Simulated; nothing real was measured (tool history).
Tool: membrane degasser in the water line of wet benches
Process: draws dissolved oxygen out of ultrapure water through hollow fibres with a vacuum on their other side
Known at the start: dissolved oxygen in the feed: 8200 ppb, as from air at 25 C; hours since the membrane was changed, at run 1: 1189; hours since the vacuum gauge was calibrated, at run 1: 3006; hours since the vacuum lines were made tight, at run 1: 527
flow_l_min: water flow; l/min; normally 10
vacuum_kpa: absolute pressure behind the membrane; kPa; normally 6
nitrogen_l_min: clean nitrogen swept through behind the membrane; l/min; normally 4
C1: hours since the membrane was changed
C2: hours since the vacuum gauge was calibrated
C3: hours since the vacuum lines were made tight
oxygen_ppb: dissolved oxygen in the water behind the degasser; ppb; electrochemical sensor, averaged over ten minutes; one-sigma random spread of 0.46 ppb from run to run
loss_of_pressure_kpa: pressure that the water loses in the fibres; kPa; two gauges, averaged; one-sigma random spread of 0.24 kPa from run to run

Run 1, hour 0: usual settings; C1 1189; C2 3006; C3 527. Result: oxygen_ppb 36.3 ppb, loss_of_pressure_kpa 62.28 kPa.
Run 2, hour 96.8: usual settings but nitrogen_l_min 1.68 l/min; C1 1286; C2 3102; C3 623. Result: oxygen_ppb 61.3 ppb, loss_of_pressure_kpa 62.22 kPa.
Run 3, hour 179.9: usual settings but nitrogen_l_min 1.68 l/min; C1 1369; C2 3186; C3 707. Result: oxygen_ppb 62.4 ppb, loss_of_pressure_kpa 63.03 kPa.
Run 4, hour 287: usual settings; C1 1476; C2 3293; C3 814. Result: oxygen_ppb 37.7 ppb, loss_of_pressure_kpa 62.36 kPa.
Run 5, hour 407.7: usual settings but nitrogen_l_min 1.97 l/min; C1 1597; C2 3413; C3 934. Result: oxygen_ppb 55.6 ppb, loss_of_pressure_kpa 62.55 kPa.
Run 6, hour 485.4: usual settings; C1 1675; C2 3491; C3 1012. Result: oxygen_ppb 38 ppb, loss_of_pressure_kpa 62.52 kPa.
Run 7, hour 549.5: usual settings but flow_l_min 9 l/min; C1 1739; C2 3555; C3 1076. Result: oxygen_ppb 32.4 ppb, loss_of_pressure_kpa 56.4 kPa.
Run 8, hour 641.8: usual settings; C1 1831; C2 3647; C3 1168. Result: oxygen_ppb 39.4 ppb, loss_of_pressure_kpa 62.85 kPa.
Run 9, hour 742.1: usual settings but flow_l_min 7 l/min; C1 1932; C2 3748; C3 1269. Result: oxygen_ppb 20.9 ppb, loss_of_pressure_kpa 43.95 kPa.
Run 10, hour 803.1: usual settings but nitrogen_l_min 3.27 l/min; C1 1993; C2 3809; C3 1330. Result: oxygen_ppb 42.5 ppb, loss_of_pressure_kpa 62.73 kPa.
Run 11, hour 878.6: usual settings but nitrogen_l_min 3.27 l/min; C1 2068; C2 3884; C3 1405. Result: oxygen_ppb 42.5 ppb, loss_of_pressure_kpa 62.74 kPa.
Run 12, hour 966.4: usual settings but vacuum_kpa 12.02 kPa, nitrogen_l_min 1.91 l/min; C1 2156; C2 3972; C3 1493. Result: oxygen_ppb 134.4 ppb, loss_of_pressure_kpa 63.08 kPa.
Run 13, hour 1076: usual settings but flow_l_min 7 l/min, vacuum_kpa 4.82 kPa; C1 2265; C2 4082; C3 1603. Result: oxygen_ppb 15.9 ppb, loss_of_pressure_kpa 44.47 kPa.
Run 14, hour 1180.8: usual settings but flow_l_min 7 l/min, vacuum_kpa 4.82 kPa; C1 2370; C2 4186; C3 1707. Result: oxygen_ppb 15.6 ppb, loss_of_pressure_kpa 44.53 kPa.
Run 15, hour 1286.5: usual settings but flow_l_min 11 l/min; C1 2476; C2 4292; C3 1813. Result: oxygen_ppb 46.5 ppb, loss_of_pressure_kpa 69.98 kPa.
Run 16, hour 1395: usual settings but vacuum_kpa 7.5 kPa, nitrogen_l_min 6.66 l/min; C1 2584; C2 4401; C3 1922. Result: oxygen_ppb 38.1 ppb, loss_of_pressure_kpa 62.98 kPa.
Run 17, hour 1448: usual settings but vacuum_kpa 5.23 kPa, nitrogen_l_min 10.16 l/min; C1 2637; C2 4454; C3 1975. Result: oxygen_ppb 27.1 ppb, loss_of_pressure_kpa 63.18 kPa.
Run 18, hour 1503.4: usual settings but flow_l_min 11 l/min, vacuum_kpa 7.38 kPa, nitrogen_l_min 3.5 l/min; C1 2693; C2 4509; C3 2030. Result: oxygen_ppb 62.6 ppb, loss_of_pressure_kpa 69.91 kPa.
Run 19, hour 1576.8: usual settings but flow_l_min 11 l/min, vacuum_kpa 7.38 kPa, nitrogen_l_min 3.5 l/min; C1 2766; C2 4582; C3 2103. Result: oxygen_ppb 61.7 ppb, loss_of_pressure_kpa 69.62 kPa.
Run 20, hour 1630.8: usual settings but flow_l_min 14 l/min, vacuum_kpa 3.81 kPa; C1 2820; C2 4636; C3 2157. Result: oxygen_ppb 55.8 ppb, loss_of_pressure_kpa 88.67 kPa.
Run 21, hour 1708.5: usual settings but flow_l_min 7 l/min; C1 2898; C2 4714; C3 2235. Result: oxygen_ppb 21.7 ppb, loss_of_pressure_kpa 44.36 kPa.
Run 22, hour 1770.1: usual settings but flow_l_min 7 l/min; C1 2960; C2 4776; C3 2297. Result: oxygen_ppb 20.9 ppb, loss_of_pressure_kpa 44.11 kPa.

Below are 3 alternative next runs, each starting from the tool's condition after run 22. Predict each:
Run A, hour 1845.4: usual settings but vacuum_kpa 13.18 kPa, nitrogen_l_min 7.93 l/min; C1 3035; C2 4851; C3 2372. Result: oxygen_ppb ?, loss_of_pressure_kpa ?.
Run B, hour 1845.4: usual settings but flow_l_min 7 l/min, vacuum_kpa 11.45 kPa, nitrogen_l_min 4.6 l/min; C1 3035; C2 4851; C3 2372. Result: oxygen_ppb ?, loss_of_pressure_kpa ?.
Run C, hour 1845.4: usual settings but flow_l_min 7 l/min, vacuum_kpa 7.55 kPa, nitrogen_l_min 7.67 l/min; C1 3035; C2 4851; C3 2372. Result: oxygen_ppb ?, loss_of_pressure_kpa ?.

run  oxygen_ppb  loss_of_pressure_kpa
  A        53.8                 63.45
  B        42.5                  44.5
  C        18.5                 44.68
Without the tool's unlogged condition, the same runs would have read:
run  oxygen_ppb  loss_of_pressure_kpa
  A        48.3                 61.42
  B        38.3                 43.06
  C        15.8                 43.24
